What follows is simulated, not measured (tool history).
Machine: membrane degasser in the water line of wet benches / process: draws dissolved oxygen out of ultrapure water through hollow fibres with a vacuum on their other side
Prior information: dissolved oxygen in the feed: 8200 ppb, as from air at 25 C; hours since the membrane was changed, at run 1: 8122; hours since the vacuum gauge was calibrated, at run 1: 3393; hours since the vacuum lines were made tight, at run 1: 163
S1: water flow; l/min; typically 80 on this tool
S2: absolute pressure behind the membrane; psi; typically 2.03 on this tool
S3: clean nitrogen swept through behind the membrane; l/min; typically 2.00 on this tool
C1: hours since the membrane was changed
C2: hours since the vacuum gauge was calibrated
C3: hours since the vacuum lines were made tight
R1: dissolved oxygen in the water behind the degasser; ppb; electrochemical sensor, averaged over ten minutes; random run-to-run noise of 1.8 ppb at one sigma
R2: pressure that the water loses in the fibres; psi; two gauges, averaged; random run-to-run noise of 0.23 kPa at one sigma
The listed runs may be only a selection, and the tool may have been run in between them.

| run | hour | S1 | S2 | S3 | C1 | C2 | C3 | R1 | R2 |
|---|---|---|---|---|---|---|---|---|---|
| 1 | 0.0 | 80 | 2.03 | 2.00 | 8122 | 3393 | 163 | 819.0 | 8.620 |
| 2 | 284.5 | 80 | 2.03 | 2.00 | 8406 | 3677 | 447 | 821.1 | 8.657 |
| 3 | 409.9 | 80 | 2.03 | 2.00 | 8531 | 3803 | 573 | 818.6 | 8.576 |
| 4 | 603.5 | 80 | 2.05 | 2.00 | 8725 | 3996 | 766 | 826.6 | 8.599 |
| 5 | 836.8 | 80 | 2.05 | 2.00 | 8958 | 4229 | 1000 | 826.4 | 8.651 |
| 6 | 976.7 | 80 | 2.05 | 2.00 | 9098 | 4369 | 1139 | 828.7 | 8.614 |
| 7 | 1153.1 | 80 | 2.05 | 2.00 | 9275 | 4546 | 1316 | 829.9 | 8.663 |
| 8 | 1279.2 | 80 | 2.05 | 2.00 | 9401 | 4672 | 1442 | 829.4 | 8.544 |
| 9 | 1502.6 | 80 | 2.05 | 2.00 | 9624 | 4895 | 1665 | 829.3 | 8.556 |
| 10 | 1754.3 | 80 | 1.80 | 1.15 | 9876 | 5147 | 1917 | 1037.6 | 8.534 |
| 11 | 2043.1 | 80 | 1.80 | 1.15 | 10165 | 5436 | 2206 | 1038.0 | 8.492 |
| 12 | 2338.5 | 94 | 2.23 | 3.55 | 10460 | 5731 | 2501 | 685.1 | 10.013 |
| 13 | 2461.6 | 51 | 2.03 | 2.00 | 10583 | 5854 | 2624 | 564.3 | 5.372 |
|  | 2597.4 | vacuum gauge calibrated |
| 14 | 2615.1 | 54 | 3.52 | 2.00 | 10736 | 18 | 2777 | 1085.6 | 5.699 |
| 15 | 2792.7 | 54 | 3.52 | 2.00 | 10914 | 195 | 2955 | 1086.2 | 5.736 |
|  | 2934.2 | gauge calibrated |
| 16 | 3021.1 | 106 | 1.32 | 4.32 | 11142 | 424 | 3183 | 370.4 | 11.507 |
| 17 | 3253.8 | 106 | 1.32 | 4.32 | 11375 | 656 | 3416 | 373.6 | 11.439 |
| 18 | 3389.0 | 56 | 2.63 | 0.94 | 11510 | 792 | 3551 | 1406.6 | 6.050 |

Selected run-to-run steps in R2, each split into two signed amounts: the part the tool would show with no hidden state at all (from settings, incoming material and random variation), and the remainder, which goes to the hidden state together with any gauge scatter not common to the measured and the hidden-state-free results:
The hidden state here: membrane still open, %; true pressure behind the membrane over the reading, kPa; air that leaks in behind the membrane, l/min; drift of the gauge itself on oxygen_ppb, %; drift of the gauge itself on loss_of_pressure_kpa, %.
Run 15 -> 16: S1 54 -> 106, S2 3.52 -> 1.32, S3 2.00 -> 4.32, gauge calibrated. R2 +5.771 psi: hidden state +0.154, all else +5.617.
